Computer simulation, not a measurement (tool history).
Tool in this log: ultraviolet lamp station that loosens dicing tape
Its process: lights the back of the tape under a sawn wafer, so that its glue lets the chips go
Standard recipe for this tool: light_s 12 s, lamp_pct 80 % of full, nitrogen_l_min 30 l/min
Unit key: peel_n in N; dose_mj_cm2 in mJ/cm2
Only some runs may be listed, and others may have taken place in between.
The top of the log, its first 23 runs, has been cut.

run	day	light_s	lamp_pct	nitrogen_l_min	hours of work of the lamp	hours of work since the window was cleaned	peel_n	dose_mj_cm2
24	62.500	22	60	10	579	379	0.561	242
# day 65.942: window cleaned of glue's vapour
25	66.100	17	60	10	641	3	0.801	186
26	68.238	17	60	10	678	40	0.809	179
27	70.596	17	60	10	719	80	0.828	177
28	72.312	12	95	30	748	110	0.478	191
29	75.721	7	81	44	807	169	1.120	90
30	77.688	12	80	43	841	202	0.591	152
31	79.254	6	89	9	868	229	1.708	83
# day 79.862: lamp changed
32	81.921	12	75	12	35	275	0.589	224
33	84.329	6	80	36	77	316	0.873	117
34	86.367	6	80	36	112	351	0.932	111
35	89.092	6	80	36	159	398	0.956	106
# day 91.588: window cleaned of glue's vapour
36	92.242	9	80	22	213	11	0.660	169
37	94.854	15	80	29	258	56	0.264	270
38	97.083	15	80	29	296	95	0.278	264
39	98.688	9	92	41	324	122	0.465	183
40	101.829	11	64	41	378	177	0.641	149

Consider 5 possible next runs. They are alternatives, not a sequence: every one starts from the tool as it was left by run 40. What does each give?
A	103.804	8	92	14	412	211	?	?
B	103.804	20	80	30	412	211	?	?
C	103.804	12	80	14	412	211	?	?
D	103.804	13	72	47	412	211	?	?
E	103.804	8	88	37	412	211	?	?

run	peel_n	dose_mj_cm2
A	0.904	155
B	0.197	327
C	0.646	198
D	0.385	193
E	0.656	145
With the hidden condition removed and each run's random variation left untouched, the same runs would have given:
run	peel_n	dose_mj_cm2
A	0.673	195
B	0.151	414
C	0.453	250
D	0.261	244
E	0.463	183
